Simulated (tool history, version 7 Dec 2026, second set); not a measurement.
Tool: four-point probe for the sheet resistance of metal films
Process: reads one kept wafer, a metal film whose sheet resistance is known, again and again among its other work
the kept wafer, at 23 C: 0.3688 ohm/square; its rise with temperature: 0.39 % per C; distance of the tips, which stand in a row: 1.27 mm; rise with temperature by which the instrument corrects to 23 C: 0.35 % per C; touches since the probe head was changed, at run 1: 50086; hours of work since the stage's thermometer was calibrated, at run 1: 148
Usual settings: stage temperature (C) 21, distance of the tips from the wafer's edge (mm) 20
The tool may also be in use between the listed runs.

run	hour	stage temperature (C)	distance of the tips from the wafer's edge (mm)	touches since the probe head was changed	hours of work since the stage's thermometer was calibrated	sheet resistance as the instrument gives it (ohm/square)
1	0.0	21	20	50086	148	0.369427
2	16.3	21	20	50789	158	0.369436
3	32.2	21	20	51472	167	0.369420
4	53.8	21	20	52401	180	0.369409
5	71.8	21	20	53174	190	0.369416
6	93.4	21	28	54101	203	0.369038
7	110.9	21	28	54854	214	0.368911
8	125.8	33	28	55496	222	0.370599
9	136.1	33	28	55938	228	0.370506
10	160.6	21	20	56992	243	0.369584
11	180.1	21	20	57827	254	0.369326
12	196.5	21	20	58533	264	0.369391
13	211.7	21	18	59186	273	0.369749
14	236.2	21	18	60240	287	0.369696
15	260.9	21	18	61303	302	0.369511
16	285.8	21	18	62374	317	0.369605
17	300.1	21	18	62987	325	0.369679
18	314.9	21	20	63621	334	0.369366
19	330.4	21	20	64292	343	0.369442
20	354.2	21	20	65313	357	0.369463
21	372.1	35	5	66082	368	0.382862
22	388.4	35	5	66783	377	0.383009

The next listed run, before its measurement:
23	404.5	35	5	67473	387	?

{"run 23": {"sheet resistance as the instrument gives it (ohm/square)": 0.383013}}
Without the tool's hidden state the same run would have given sheet resistance as the instrument gives it (ohm/square) 0.382919.
